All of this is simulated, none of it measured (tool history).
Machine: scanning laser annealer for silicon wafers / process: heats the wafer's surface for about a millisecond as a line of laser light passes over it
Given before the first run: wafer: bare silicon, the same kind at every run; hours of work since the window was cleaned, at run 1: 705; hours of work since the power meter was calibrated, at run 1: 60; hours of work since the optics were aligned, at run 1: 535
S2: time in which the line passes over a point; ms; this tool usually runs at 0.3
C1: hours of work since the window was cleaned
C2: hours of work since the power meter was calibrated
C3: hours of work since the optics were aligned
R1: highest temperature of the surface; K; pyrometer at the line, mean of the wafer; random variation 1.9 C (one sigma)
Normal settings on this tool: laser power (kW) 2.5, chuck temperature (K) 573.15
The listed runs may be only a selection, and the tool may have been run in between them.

Run 1, hour 0: usual settings; C1 705; C2 60; C3 535. Result: R1 1349.15 K.
Run 2, hour 20.6: usual settings; C1 716; C2 71; C3 545. Result: R1 1355.15 K.
Run 3, hour 43.7: usual settings; C1 728; C2 83; C3 558. Result: R1 1350.15 K.
Run 4, hour 77.5: usual settings; C1 746; C2 101; C3 575. Result: R1 1350.15 K.
Run 5, hour 97.6: usual settings; C1 757; C2 111; C3 586. Result: R1 1348.15 K.
Run 6, hour 115.6: usual settings; C1 766; C2 121; C3 596. Result: R1 1348.15 K.
Run 7, hour 152.2: usual settings; C1 785; C2 140; C3 615. Result: R1 1351.15 K.
Run 8, hour 183.8: usual settings but laser power (kW) 2.553; C1 802; C2 157; C3 631. Result: R1 1363.15 K.
Run 9, hour 209.9: usual settings but chuck temperature (K) 571.15; C1 816; C2 170; C3 645. Result: R1 1343.15 K.
Run 10, hour 243.5: usual settings but chuck temperature (K) 571.15; C1 834; C2 188; C3 663. Result: R1 1348.15 K.
Run 11, hour 283.3: usual settings but chuck temperature (K) 571.15; C1 855; C2 209; C3 684. Result: R1 1344.15 K.
Run 12, hour 303.1: usual settings; C1 865; C2 220; C3 694. Result: R1 1346.15 K.
Run 13, hour 342.4: usual settings but laser power (kW) 2.194; C1 886; C2 240; C3 715. Result: R1 1255.15 K.
Run 14, hour 377.7: usual settings but laser power (kW) 2.194; C1 904; C2 259; C3 734. Result: R1 1257.15 K.
Run 15, hour 399.4: usual settings but laser power (kW) 2.289; C1 916; C2 270; C3 745. Result: R1 1282.15 K.
Run 16, hour 434.6: usual settings but laser power (kW) 2.289; C1 934; C2 289; C3 764. Result: R1 1277.15 K.
Run 17, hour 456.1: usual settings but laser power (kW) 2.289; C1 946; C2 300; C3 775. Result: R1 1279.15 K.
Run 18, hour 474.5: usual settings but laser power (kW) 2.289; C1 955; C2 310; C3 785. Result: R1 1280.15 K.
Run 19, hour 498.8: usual settings but laser power (kW) 2.289; C1 968; C2 323; C3 798. Result: R1 1278.15 K.
Run 20, hour 535: usual settings but chuck temperature (K) 605.15; C1 987; C2 342; C3 817. Result: R1 1373.15 K.
At hour 554.9: window over the wafer cleaned.
Run 21, hour 577.3: usual settings but laser power (kW) 2.232, chuck temperature (K) 605.15; C1 12; C2 363; C3 838. Result: R1 1319.15 K.
Run 22, hour 596.3: usual settings but laser power (kW) 2.553, S2 0.287 ms, chuck temperature (K) 574.15; C1 22; C2 373; C3 848. Result: R1 1369.15 K.
Run 23, hour 622.2: usual settings but laser power (kW) 2.292, S2 0.34 ms, chuck temperature (K) 588.15; C1 36; C2 387; C3 862. Result: R1 1363.15 K.
Run 24, hour 655.9: usual settings but laser power (kW) 2.292, S2 0.34 ms, chuck temperature (K) 588.15; C1 53; C2 405; C3 879. Result: R1 1361.15 K.
Run 25, hour 679: usual settings but laser power (kW) 2.371; C1 65; C2 417; C3 892. Result: R1 1323.15 K.
Run 26, hour 700.6: usual settings but laser power (kW) 2.397, S2 0.214 ms, chuck temperature (K) 572.15; C1 77; C2 428; C3 903. Result: R1 1226.15 K.
Run 27, hour 718.4: usual settings but laser power (kW) 2.397, S2 0.315 ms, chuck temperature (K) 564.15; C1 86; C2 438; C3 912. Result: R1 1343.15 K.
Run 28, hour 749.3: usual settings but laser power (kW) 2.513; C1 103; C2 454; C3 929. Result: R1 1367.15 K.
Run 29, hour 778.2: usual settings but laser power (kW) 2.513; C1 118; C2 469; C3 944. Result: R1 1369.15 K.
Run 30, hour 814.2: usual settings but laser power (kW) 2.513; C1 137; C2 488; C3 963. Result: R1 1369.15 K.
Run 31, hour 841.4: usual settings but laser power (kW) 2.416, S2 0.322 ms; C1 151; C2 502; C3 977. Result: R1 1363.15 K.
Run 32, hour 881.4: usual settings but laser power (kW) 2.221, S2 0.322 ms, chuck temperature (K) 600.15; C1 172; C2 523; C3 998. Result: R1 1328.15 K.
Run 33, hour 921.1: usual settings but laser power (kW) 2.136, S2 0.322 ms, chuck temperature (K) 560.15; C1 193; C2 544; C3 1019. Result: R1 1261.15 K.
At hour 938.4: optics aligned, line set to its width.
Run 34, hour 962: usual settings but laser power (kW) 2.136, S2 0.322 ms, chuck temperature (K) 582.15; C1 212; C2 563; C3 12. Result: R1 1294.15 K.
Run 35, hour 997.9: usual settings but laser power (kW) 2.136, S2 0.322 ms, chuck temperature (K) 582.15; C1 231; C2 582; C3 31. Result: R1 1294.15 K.
Run 36, hour 1021.7: usual settings but laser power (kW) 2.65, chuck temperature (K) 543.15; C1 244; C2 595; C3 44. Result: R1 1382.15 K.
Run 37, hour 1038.1: usual settings but laser power (kW) 2.163, S2 0.284 ms; C1 252; C2 603; C3 53. Result: R1 1251.15 K.
Run 38, hour 1076.5: usual settings but laser power (kW) 2.163, S2 0.284 ms; C1 272; C2 624; C3 73. Result: R1 1252.15 K.
Run 39, hour 1104: usual settings but laser power (kW) 2.185, S2 0.34 ms; C1 287; C2 638; C3 87. Result: R1 1315.15 K.
Run 40, hour 1131.1: usual settings but laser power (kW) 2.722, S2 0.315 ms, chuck temperature (K) 592.15; C1 301; C2 653; C3 102. Result: R1 1472.15 K.
Run 41, hour 1169.1: usual settings but laser power (kW) 2.722, S2 0.221 ms, chuck temperature (K) 592.15; C1 321; C2 673; C3 122. Result: R1 1340.15 K.

What differs in the tool's unlogged condition from the final listed run ahead of each entry between runs to the first listed run following it?
Between runs 20 and 21: window over the wafer cleaned (hour 554.9)
  light that passes the window, % of a clean one's: 95.74 -> 99.67; width of the line over the set one, %: 2.76 -> 2.83
  the result without the hidden state subtracted from the measured one, R1: -42 -> -12 K
Between runs 33 and 34: optics aligned, line set to its width (hour 938.4)
  light that passes the window, % of a clean one's: 98.97 -> 98.88; laser's true power over the reading, %: -0.06 -> -0.07; width of the line over the set one, %: 3.46 -> 0.32
  the result without the hidden state subtracted from the measured one, R1: -19 -> -9 K
